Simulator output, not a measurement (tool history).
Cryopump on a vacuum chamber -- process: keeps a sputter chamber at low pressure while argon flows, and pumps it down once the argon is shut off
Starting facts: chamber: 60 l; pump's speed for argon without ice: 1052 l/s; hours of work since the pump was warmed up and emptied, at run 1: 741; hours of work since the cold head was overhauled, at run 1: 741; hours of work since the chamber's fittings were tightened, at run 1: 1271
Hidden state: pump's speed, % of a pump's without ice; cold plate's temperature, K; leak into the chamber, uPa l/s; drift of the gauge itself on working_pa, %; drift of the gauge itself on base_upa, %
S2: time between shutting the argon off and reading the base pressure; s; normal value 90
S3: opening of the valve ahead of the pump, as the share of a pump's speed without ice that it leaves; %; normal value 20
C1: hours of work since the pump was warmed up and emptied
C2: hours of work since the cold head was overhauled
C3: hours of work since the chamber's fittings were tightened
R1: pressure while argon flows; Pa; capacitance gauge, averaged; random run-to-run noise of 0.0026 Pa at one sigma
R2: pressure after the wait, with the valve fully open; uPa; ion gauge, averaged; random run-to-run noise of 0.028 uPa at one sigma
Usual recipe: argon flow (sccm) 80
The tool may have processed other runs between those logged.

Run 1, hour 0.0: usual settings; C1 741; C2 741; C3 1271. Result: R1 0.6646 Pa, R2 3.08 uPa.
Run 2, hour 111.7: usual settings; C1 791; C2 791; C3 1322. Result: R1 0.6644 Pa, R2 3.11 uPa.
Run 3, hour 173.3: usual settings but S3 17 %; C1 820; C2 820; C3 1350. Result: R1 0.7834 Pa, R2 3.30 uPa.
Run 4, hour 252.6: usual settings but S3 17 %; C1 856; C2 856; C3 1386. Result: R1 0.7806 Pa, R2 3.27 uPa.
Run 5, hour 377.5: usual settings but S3 17 %; C1 913; C2 913; C3 1443. Result: R1 0.7815 Pa, R2 3.48 uPa.
Run 6, hour 486.5: usual settings but S3 17 %; C1 962; C2 962; C3 1493. Result: R1 0.7794 Pa, R2 3.49 uPa.
Run 7, hour 606.7: usual settings but S3 17 %; C1 1017; C2 1017; C3 1547. Result: R1 0.7796 Pa, R2 3.61 uPa.
Run 8, hour 678.7: usual settings but S2 40 s; C1 1050; C2 1050; C3 1580. Result: R1 0.6696 Pa, R2 5.09 uPa.
Run 9, hour 773.9: usual settings; C1 1093; C2 1093; C3 1624. Result: R1 0.6671 Pa, R2 3.66 uPa.
Run 10, hour 894.7: usual settings but S2 67 s; C1 1148; C2 1148; C3 1679. Result: R1 0.6714 Pa, R2 4.21 uPa.
At hour 938.1: pump warmed up, emptied and cooled again.
Run 11, hour 993.0: usual settings but S2 67 s; C1 25; C2 1191; C3 1721. Result: R1 0.6454 Pa, R2 3.79 uPa.
Run 12, hour 1066.8: usual settings but S2 67 s; C1 59; C2 1225; C3 1755. Result: R1 0.6482 Pa, R2 3.68 uPa.
Run 13, hour 1178.6: usual settings but argon flow (sccm) 125; C1 110; C2 1275; C3 1806. Result: R1 1.0085 Pa, R2 3.56 uPa.
Run 14, hour 1273.5: usual settings but argon flow (sccm) 125; C1 153; C2 1319; C3 1849. Result: R1 1.0192 Pa, R2 3.63 uPa.
Run 15, hour 1335.8: usual settings; C1 181; C2 1347; C3 1877. Result: R1 0.6463 Pa, R2 3.67 uPa.
Run 16, hour 1400.6: usual settings but S2 29 s; C1 211; C2 1377; C3 1907. Result: R1 0.6517 Pa, R2 5.89 uPa.
Run 17, hour 1492.8: usual settings but S3 34 %; C1 253; C2 1419; C3 1949. Result: R1 0.3867 Pa, R2 3.85 uPa.
Run 18, hour 1602.3: usual settings but S3 34 %; C1 303; C2 1469; C3 1999. Result: R1 0.3862 Pa, R2 3.84 uPa.
Run 19, hour 1695.4: usual settings but S3 34 %; C1 345; C2 1511; C3 2041. Result: R1 0.3877 Pa, R2 3.97 uPa.
Run 20, hour 1752.3: usual settings but argon flow (sccm) 48, S2 135 s, S3 22 %; C1 371; C2 1537; C3 2067. Result: R1 0.3574 Pa, R2 3.69 uPa.
Run 21, hour 1836.9: usual settings but argon flow (sccm) 48, S2 135 s, S3 22 %; C1 410; C2 1576; C3 2106. Result: R1 0.3575 Pa, R2 3.77 uPa.
Run 22, hour 1949.0: usual settings but argon flow (sccm) 134; C1 461; C2 1627; C3 2157. Result: R1 1.0935 Pa, R2 4.04 uPa.
Run 23, hour 2017.7: usual settings but argon flow (sccm) 134; C1 492; C2 1658; C3 2188. Result: R1 1.0930 Pa, R2 4.31 uPa.
Run 24, hour 2126.9: usual settings but argon flow (sccm) 111, S3 50 %; C1 542; C2 1708; C3 2238. Result: R1 0.3742 Pa, R2 4.28 uPa.
Run 25, hour 2219.1: usual settings but argon flow (sccm) 111, S3 50 %; C1 584; C2 1750; C3 2280. Result: R1 0.3774 Pa, R2 4.38 uPa.
Run 26, hour 2321.5: usual settings but argon flow (sccm) 50, S2 22 s, S3 21 %; C1 631; C2 1796; C3 2327. Result: R1 0.3927 Pa, R2 7.50 uPa.
Run 27, hour 2427.1: usual settings but S2 21 s, S3 28 %; C1 679; C2 1845; C3 2375. Result: R1 0.4756 Pa, R2 7.86 uPa.
Run 28, hour 2501.3: usual settings but S2 21 s, S3 28 %; C1 713; C2 1878; C3 2409. Result: R1 0.4773 Pa, R2 7.98 uPa.
Run 29, hour 2561.1: usual settings but S2 21 s, S3 28 %; C1 740; C2 1906; C3 2436. Result: R1 0.4775 Pa, R2 7.95 uPa.
Run 30, hour 2671.8: usual settings but S2 21 s, S3 28 %; C1 790; C2 1956; C3 2486. Result: R1 0.4825 Pa, R2 8.10 uPa.
Run 31, hour 2776.8: usual settings but argon flow (sccm) 131, S2 23 s; C1 838; C2 2004; C3 2534. Result: R1 1.0880 Pa, R2 7.83 uPa.
Run 32, hour 2838.4: usual settings but argon flow (sccm) 82; C1 866; C2 2032; C3 2562. Result: R1 0.6839 Pa, R2 4.95 uPa.

What does the tool deliver on the next run?
Run 33, hour 2960.1: usual settings but S2 38 s, S3 26 %; C1 922; C2 2088; C3 2618. Result: R1 ?, R2 ?.

Run 33 measured R1 0.5181 Pa, R2 6.48 uPa.
Had the tool carried no hidden state, the very same run would have given R1 0.4935 Pa, R2 2.76 uPa.

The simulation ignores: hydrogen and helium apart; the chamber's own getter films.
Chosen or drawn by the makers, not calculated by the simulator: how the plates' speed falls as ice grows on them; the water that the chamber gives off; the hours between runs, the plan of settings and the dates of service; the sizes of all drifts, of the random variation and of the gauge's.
